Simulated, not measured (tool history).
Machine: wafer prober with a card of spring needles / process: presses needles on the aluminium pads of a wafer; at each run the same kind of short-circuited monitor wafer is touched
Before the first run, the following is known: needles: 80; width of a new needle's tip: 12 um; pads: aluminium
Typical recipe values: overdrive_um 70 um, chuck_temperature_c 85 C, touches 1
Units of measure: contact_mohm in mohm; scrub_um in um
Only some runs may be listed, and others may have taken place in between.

run    hour  overdrive_um  chuck_temperature_c  touches  contact_mohm  scrub_um
  1     0.0            70                   85        1           199     10.43
        3.3  -- tips cleaned on abrasive film
  2    28.4            70                   85        1           199     10.41
       32.5  -- tips cleaned on abrasive film
       61.9  -- tips cleaned on abrasive film
  3    67.6            70                   85        1           202     10.40
       83.5  -- height of the first contact set anew
       90.7  -- tips cleaned on abrasive film
      120.0  -- tips cleaned on abrasive film
  4   120.0            70                  100        1           202     10.43
      147.4  -- tips cleaned on abrasive film
      174.9  -- tips cleaned on abrasive film
  5   179.3            70                   85        1           200     10.44
      204.2  -- tips cleaned on abrasive film
  6   225.5            70                   85        1           199     10.41
      235.2  -- tips cleaned on abrasive film
  7   252.3            70                   85        1           198     10.40
      263.0  -- tips cleaned on abrasive film
      291.3  -- tips cleaned on abrasive film
  8   316.7            70                   85        1           198     10.40
      320.3  -- tips cleaned on abrasive film
  9   343.7            70                   85        1           197     10.42
      346.8  -- tips cleaned on abrasive film
      373.4  -- tips cleaned on abrasive film
 10   378.0            70                   85        2           202     10.41
      400.7  -- tips cleaned on abrasive film
      430.9  -- tips cleaned on abrasive film
 11   437.0            70                   85        2           198     10.43
      458.1  -- tips cleaned on abrasive film
      485.8  -- tips cleaned on abrasive film
 12   495.6            70                   85        2           198     10.42
      514.8  -- tips cleaned on abrasive film
 13   523.9            70                   85        1           198     10.45
      542.9  -- tips cleaned on abrasive film
      570.7  -- tips cleaned on abrasive film
 14   570.7            70                   85        1           195     10.42
      597.0  -- tips cleaned on abrasive film
      603.0  -- height of the first contact set anew
      624.1  -- tips cleaned on abrasive film
 15   630.8            70                   85        1           199     10.40
      651.2  -- tips cleaned on abrasive film
      678.3  -- tips cleaned on abrasive film
 16   690.7            74                   85        1           198     11.00
      706.7  -- tips cleaned on abrasive film
 17   718.2            53                   88        1           204      7.90
      734.1  -- tips cleaned on abrasive film
      761.1  -- tips cleaned on abrasive film
 18   770.1            89                   88        1           197     13.27
      787.7  -- tips cleaned on abrasive film
 19   804.3            89                   43        2           185     13.28
      815.8  -- tips cleaned on abrasive film
 20   838.7            71                   38        2           190     10.59
      844.6  -- tips cleaned on abrasive film
      875.9  -- tips cleaned on abrasive film
 21   884.1            84                   84        3           199     12.51
      901.9  -- tips cleaned on abrasive film
      930.8  -- tips cleaned on abrasive film
 22   946.7            60                   85        2           201      8.92
      958.4  -- tips cleaned on abrasive film
      984.9  -- tips cleaned on abrasive film
 23   985.5            53                   29        3           189      7.89
     1013.5  -- tips cleaned on abrasive film
 24  1016.6            77                   85        2           197     11.46
     1040.3  -- tips cleaned on abrasive film
 25  1055.9            77                   85        2           195     11.47
     1068.9  -- tips cleaned on abrasive film
     1094.9  -- tips cleaned on abrasive film
 26  1111.6            70                   26        1           189     10.44
     1122.9  -- tips cleaned on abrasive film
     1123.2  -- height of the first contact set anew
     1153.5  -- tips cleaned on abrasive film
 27  1175.3            70                   26        1           186     10.43

The next listed run, before its measurement:
     1181.6  -- tips cleaned on abrasive film
     1210.1  -- tips cleaned on abrasive film
 28  1216.4            70                   26        1             ?         ?

{"run 28": {"contact_mohm": 186, "scrub_um": 10.44}}
With no hidden state in the tool, this same run would have given contact_mohm 186 mohm, scrub_um 10.44 um.
